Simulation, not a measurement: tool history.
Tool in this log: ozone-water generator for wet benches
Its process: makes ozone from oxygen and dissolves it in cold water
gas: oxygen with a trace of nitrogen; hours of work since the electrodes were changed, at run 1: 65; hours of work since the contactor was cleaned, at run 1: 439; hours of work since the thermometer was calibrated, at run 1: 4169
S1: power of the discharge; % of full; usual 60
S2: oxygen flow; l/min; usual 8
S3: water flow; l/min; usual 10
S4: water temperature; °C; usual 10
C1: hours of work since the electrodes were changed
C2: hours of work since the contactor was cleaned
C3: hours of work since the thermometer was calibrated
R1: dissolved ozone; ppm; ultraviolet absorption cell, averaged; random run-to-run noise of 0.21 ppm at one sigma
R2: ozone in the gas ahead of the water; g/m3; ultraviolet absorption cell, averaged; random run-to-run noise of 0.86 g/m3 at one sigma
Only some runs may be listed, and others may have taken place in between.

{"run": 1, "hour": 0.0, "S1": 60, "S2": 8, "S3": 10, "S4": 10, "C1": 65, "C2": 439, "C3": 4169, "R1": 30.2, "R2": 140.6}
{"run": 2, "hour": 67.0, "S1": 60, "S2": 8, "S3": 10, "S4": 10, "C1": 131, "C2": 504, "C3": 4235, "R1": 30, "R2": 141.7}
{"run": 3, "hour": 126.4, "S1": 60, "S2": 8, "S3": 10, "S4": 10, "C1": 189, "C2": 563, "C3": 4294, "R1": 29.6, "R2": 140.2}
{"run": 4, "hour": 199.5, "S1": 60, "S2": 8, "S3": 10, "S4": 10, "C1": 261, "C2": 635, "C3": 4365, "R1": 29.7, "R2": 140.2}
{"run": 5, "hour": 269.5, "S1": 60, "S2": 8, "S3": 10, "S4": 10, "C1": 330, "C2": 704, "C3": 4434, "R1": 29.6, "R2": 140.2}
{"run": 6, "hour": 348.5, "S1": 60, "S2": 8, "S3": 10, "S4": 10, "C1": 408, "C2": 781, "C3": 4512, "R1": 29.9, "R2": 139.7}
{"run": 7, "hour": 417.5, "S1": 60, "S2": 8, "S3": 10, "S4": 10, "C1": 476, "C2": 849, "C3": 4580, "R1": 30.2, "R2": 140.3}
{"run": 8, "hour": 496.3, "S1": 60, "S2": 8, "S3": 10, "S4": 10, "C1": 553, "C2": 927, "C3": 4657, "R1": 29.9, "R2": 141.1}
{"run": 9, "hour": 538.4, "S1": 81, "S2": 8, "S3": 10, "S4": 10, "C1": 595, "C2": 968, "C3": 4699, "R1": 35.1, "R2": 164.9}
{"run": 10, "hour": 596.1, "S1": 81, "S2": 8, "S3": 10, "S4": 10, "C1": 651, "C2": 1025, "C3": 4756, "R1": 34.8, "R2": 163.9}
{"run": 11, "hour": 637.6, "S1": 81, "S2": 8, "S3": 10, "S4": 10, "C1": 692, "C2": 1066, "C3": 4796, "R1": 35.2, "R2": 165.5}
{"run": 12, "hour": 707.6, "S1": 81, "S2": 8, "S3": 10, "S4": 10, "C1": 761, "C2": 1135, "C3": 4865, "R1": 35.1, "R2": 164.6}
{"run": 13, "hour": 751.7, "S1": 81, "S2": 8, "S3": 10, "S4": 10, "C1": 804, "C2": 1178, "C3": 4909, "R1": 34.8, "R2": 165.9}
{"run": 14, "hour": 792.7, "S1": 60, "S2": 8, "S3": 10, "S4": 10, "C1": 845, "C2": 1218, "C3": 4949, "R1": 30.2, "R2": 138.3}
{"run": 15, "hour": 856.5, "S1": 90, "S2": 8, "S3": 10, "S4": 6, "C1": 907, "C2": 1281, "C3": 5012, "R1": 40.6, "R2": 174.5}
{"run": 16, "hour": 929.6, "S1": 86, "S2": 8, "S3": 10, "S4": 12, "C1": 979, "C2": 1353, "C3": 5084, "R1": 34.9, "R2": 171.2}
{"run": 17, "hour": 992.5, "S1": 86, "S2": 8, "S3": 12, "S4": 12, "C1": 1041, "C2": 1415, "C3": 5145, "R1": 31.4, "R2": 169.5}
{"run": 18, "hour": 1039.2, "S1": 86, "S2": 8, "S3": 10, "S4": 8, "C1": 1087, "C2": 1461, "C3": 5191, "R1": 37.6, "R2": 169.5}
{"run": 19, "hour": 1115.9, "S1": 71, "S2": 8, "S3": 16, "S4": 10, "C1": 1163, "C2": 1536, "C3": 5267, "R1": 24.8, "R2": 155.7}
{"run": 20, "hour": 1198.7, "S1": 89, "S2": 11.31, "S3": 6, "S4": 10, "C1": 1244, "C2": 1618, "C3": 5348, "R1": 40.8, "R2": 137.9}
{"hour": 1276.6, "done": "water thermometer calibrated"}
{"run": 21, "hour": 1282.0, "S1": 56, "S2": 8, "S3": 16, "S4": 10, "C1": 1325, "C2": 1699, "C3": 5, "R1": 21.5, "R2": 135}
{"run": 22, "hour": 1324.3, "S1": 56, "S2": 8, "S3": 16, "S4": 10, "C1": 1367, "C2": 1741, "C3": 47, "R1": 21.7, "R2": 134.9}
{"run": 23, "hour": 1375.6, "S1": 56, "S2": 8, "S3": 13, "S4": 6, "C1": 1418, "C2": 1791, "C3": 97, "R1": 26.9, "R2": 134.6}
{"run": 24, "hour": 1458.1, "S1": 60, "S2": 8, "S3": 10, "S4": 7, "C1": 1499, "C2": 1872, "C3": 179, "R1": 32.2, "R2": 138.9}
{"run": 25, "hour": 1519.8, "S1": 60, "S2": 6.21, "S3": 11, "S4": 10, "C1": 1559, "C2": 1933, "C3": 239, "R1": 30.6, "R2": 164.3}
{"run": 26, "hour": 1592.0, "S1": 47, "S2": 6.21, "S3": 11, "S4": 17, "C1": 1630, "C2": 2004, "C3": 310, "R1": 23.3, "R2": 145.7}
{"run": 27, "hour": 1676.5, "S1": 71, "S2": 8, "S3": 15, "S4": 8, "C1": 1713, "C2": 2087, "C3": 393, "R1": 26.5, "R2": 151.3}
{"run": 28, "hour": 1737.1, "S1": 71, "S2": 8, "S3": 15, "S4": 8, "C1": 1773, "C2": 2147, "C3": 453, "R1": 26.6, "R2": 153.8}

Each row is a separate what-if for the run after 28, all from the same tool condition, not one after another. Results?
{"run": "A", "hour": 1792.7, "S1": 71, "S2": 11.24, "S3": 16, "S4": 12, "C1": 1828, "C2": 2201, "C3": 508, "R1": "?", "R2": "?"}
{"run": "B", "hour": 1792.7, "S1": 60, "S2": 5.24, "S3": 11, "S4": 11, "C1": 1828, "C2": 2201, "C3": 508, "R1": "?", "R2": "?"}
{"run": "C", "hour": 1792.7, "S1": 60, "S2": 5.98, "S3": 10, "S4": 6, "C1": 1828, "C2": 2201, "C3": 508, "R1": "?", "R2": "?"}

run=A R1=21.7 R2=123.1
run=B R1=30.9 R2=183.6
run=C R1=35 R2=167.9
Had the tool no hidden state, the same runs would have come out as:
run=A R1=21.8 R2=123.2
run=B R1=30.9 R2=183.7
run=C R1=35 R2=168
